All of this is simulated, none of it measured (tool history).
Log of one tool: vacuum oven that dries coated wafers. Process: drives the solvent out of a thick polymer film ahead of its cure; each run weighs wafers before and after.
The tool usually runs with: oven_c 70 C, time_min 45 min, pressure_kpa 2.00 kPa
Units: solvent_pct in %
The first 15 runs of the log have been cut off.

run	hour	oven_c	time_min	pressure_kpa	solvent_pct
16	214.7	70	45	2.00	1.88
17	228.7	70	45	2.00	1.88
18	247.9	70	45	2.00	1.76
19	262.9	70	45	2.00	1.87
20	278.9	70	45	2.00	1.91
21	292.1	70	45	2.00	1.83
22	305.5	70	45	2.00	1.78
23	318.6	70	45	2.00	1.88
24	330.3	70	45	2.00	1.81
25	347.0	70	45	2.00	1.87
26	366.7	72	45	4.34	2.85
27	386.0	72	45	4.34	2.87
28	398.2	74	45	6.09	3.62
29	407.0	74	45	6.09	3.58
30	416.4	69	40	2.00	2.21
31	432.3	64	45	1.29	2.48
32	443.9	83	58	2.00	0.87
33	463.9	85	80	2.68	1.04
34	474.7	85	80	2.68	1.03
35	488.6	85	80	2.68	1.01
36	498.0	63	72	4.14	4.07

Run 37 is up next; what results do you expect?
37	512.0	70	45	2.39	?

{"run 37": {"solvent_pct": 2.12}}
On a tool with no hidden condition, and with the same random variation, this run would have come out at solvent_pct 1.99 %.
